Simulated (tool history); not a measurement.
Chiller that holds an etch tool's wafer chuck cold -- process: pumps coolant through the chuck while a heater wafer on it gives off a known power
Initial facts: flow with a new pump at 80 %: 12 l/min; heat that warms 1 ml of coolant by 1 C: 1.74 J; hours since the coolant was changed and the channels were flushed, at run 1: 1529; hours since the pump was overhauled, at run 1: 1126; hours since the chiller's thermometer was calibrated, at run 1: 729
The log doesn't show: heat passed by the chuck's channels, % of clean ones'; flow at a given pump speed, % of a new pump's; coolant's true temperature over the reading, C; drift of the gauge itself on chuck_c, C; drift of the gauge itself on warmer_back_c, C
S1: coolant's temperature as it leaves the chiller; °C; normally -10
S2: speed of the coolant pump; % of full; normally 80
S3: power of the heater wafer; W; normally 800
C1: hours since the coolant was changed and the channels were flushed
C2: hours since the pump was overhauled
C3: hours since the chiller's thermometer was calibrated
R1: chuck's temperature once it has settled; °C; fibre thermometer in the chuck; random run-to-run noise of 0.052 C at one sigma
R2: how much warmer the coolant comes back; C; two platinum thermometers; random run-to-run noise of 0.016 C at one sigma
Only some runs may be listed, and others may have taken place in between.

{"run": 1, "hour": 0.0, "S1": -10, "S2": 80, "S3": 800, "C1": 1529, "C2": 1126, "C3": 729, "R1": -3.38, "R2": 2.32}
{"run": 2, "hour": 38.2, "S1": -12, "S2": 80, "S3": 800, "C1": 1567, "C2": 1165, "C3": 767, "R1": -5.31, "R2": 2.31}
{"run": 3, "hour": 74.9, "S1": -12, "S2": 80, "S3": 800, "C1": 1604, "C2": 1201, "C3": 804, "R1": -5.43, "R2": 2.32}
{"run": 4, "hour": 94.8, "S1": -12, "S2": 80, "S3": 800, "C1": 1624, "C2": 1221, "C3": 824, "R1": -5.35, "R2": 2.33}
{"run": 5, "hour": 114.6, "S1": -12, "S2": 80, "S3": 800, "C1": 1644, "C2": 1241, "C3": 844, "R1": -5.34, "R2": 2.34}
{"run": 6, "hour": 133.3, "S1": 0, "S2": 80, "S3": 800, "C1": 1662, "C2": 1260, "C3": 862, "R1": 6.66, "R2": 2.32}
{"run": 7, "hour": 174.2, "S1": 0, "S2": 96, "S3": 800, "C1": 1703, "C2": 1301, "C3": 903, "R1": 5.42, "R2": 1.93}
{"run": 8, "hour": 202.5, "S1": 0, "S2": 82, "S3": 800, "C1": 1732, "C2": 1329, "C3": 931, "R1": 6.46, "R2": 2.26}
{"run": 9, "hour": 239.1, "S1": 0, "S2": 82, "S3": 800, "C1": 1768, "C2": 1365, "C3": 968, "R1": 6.5, "R2": 2.27}
{"run": 10, "hour": 259.6, "S1": -15, "S2": 80, "S3": 800, "C1": 1789, "C2": 1386, "C3": 989, "R1": -8.22, "R2": 2.35}
{"run": 11, "hour": 295.6, "S1": -6, "S2": 64, "S3": 508, "C1": 1825, "C2": 1422, "C3": 1025, "R1": -0.74, "R2": 1.92}
{"run": 12, "hour": 313.2, "S1": -6, "S2": 64, "S3": 508, "C1": 1842, "C2": 1440, "C3": 1042, "R1": -0.68, "R2": 1.93}
{"hour": 316.8, "done": "chiller's thermometer calibrated"}
{"run": 13, "hour": 355.4, "S1": -6, "S2": 64, "S3": 508, "C1": 1884, "C2": 1481, "C3": 39, "R1": -0.91, "R2": 1.94}
{"hour": 379.3, "done": "chiller's thermometer calibrated, once more"}
{"run": 14, "hour": 379.4, "S1": -6, "S2": 64, "S3": 508, "C1": 1907, "C2": 1504, "C3": 0, "R1": -0.56, "R2": 1.91}
{"run": 15, "hour": 409.7, "S1": -5, "S2": 90, "S3": 1174, "C1": 1937, "C2": 1534, "C3": 30, "R1": 3.93, "R2": 3.01}
{"run": 16, "hour": 427.8, "S1": -19, "S2": 80, "S3": 554, "C1": 1955, "C2": 1552, "C3": 48, "R1": -14.27, "R2": 1.64}
{"run": 17, "hour": 446.0, "S1": -10, "S2": 80, "S3": 975, "C1": 1973, "C2": 1570, "C3": 67, "R1": -1.78, "R2": 2.85}

Forecast each of these 5 alternatives for the next run:
{"run": "A", "hour": 467.9, "S1": -1, "S2": 73, "S3": 420, "C1": 1995, "C2": 1592, "C3": 89, "R1": "?", "R2": "?"}
{"run": "B", "hour": 467.9, "S1": -17, "S2": 88, "S3": 536, "C1": 1995, "C2": 1592, "C3": 89, "R1": "?", "R2": "?"}
{"run": "C", "hour": 467.9, "S1": -10, "S2": 89, "S3": 426, "C1": 1995, "C2": 1592, "C3": 89, "R1": "?", "R2": "?"}
{"run": "D", "hour": 467.9, "S1": -10, "S2": 80, "S3": 674, "C1": 1995, "C2": 1592, "C3": 89, "R1": "?", "R2": "?"}
{"run": "E", "hour": 467.9, "S1": -16, "S2": 80, "S3": 610, "C1": 1995, "C2": 1592, "C3": 89, "R1": "?", "R2": "?"}

run=A R1=2.89 R2=1.4
run=B R1=-12.88 R2=1.43
run=C R1=-6.72 R2=1.11
run=D R1=-4.28 R2=1.99
run=E R1=-10.88 R2=1.78
With the hidden condition removed and each run's random variation left untouched, the same runs would have given:
run=A R1=2.77 R2=1.37
run=B R1=-13.02 R2=1.4
run=C R1=-6.81 R2=1.09
run=D R1=-4.49 R2=1.95
run=E R1=-11.06 R2=1.74
